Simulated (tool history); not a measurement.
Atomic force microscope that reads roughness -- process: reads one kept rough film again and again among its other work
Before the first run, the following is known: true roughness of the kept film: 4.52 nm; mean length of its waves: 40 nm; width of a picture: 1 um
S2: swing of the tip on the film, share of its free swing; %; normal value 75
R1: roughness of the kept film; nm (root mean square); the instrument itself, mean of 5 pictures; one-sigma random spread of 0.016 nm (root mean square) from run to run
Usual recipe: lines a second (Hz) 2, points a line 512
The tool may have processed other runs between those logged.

Run 1, hour 0.0: usual settings. Result: R1 3.117 nm (root mean square).
Run 2, hour 44.5: usual settings. Result: R1 2.932 nm (root mean square).
At hour 49.6: new tip fitted.
Run 3, hour 119.5: usual settings but points a line 770. Result: R1 3.470 nm (root mean square).
Run 4, hour 172.5: usual settings. Result: R1 3.245 nm (root mean square).
Run 5, hour 214.9: usual settings. Result: R1 3.072 nm (root mean square).
At hour 245.4: new tip fitted.
Run 6, hour 286.9: usual settings. Result: R1 3.516 nm (root mean square).
Run 7, hour 328.4: usual settings. Result: R1 3.329 nm (root mean square).

Run 8 is up next; what results do you expect?
Run 8, hour 396.7: usual settings but S2 59 %, points a line 423. Result: R1 ?.

Run 8 gave R1 3.266 nm (root mean square).
Had the tool carried no hidden state, the very same run would have given R1 4.026 nm (root mean square).
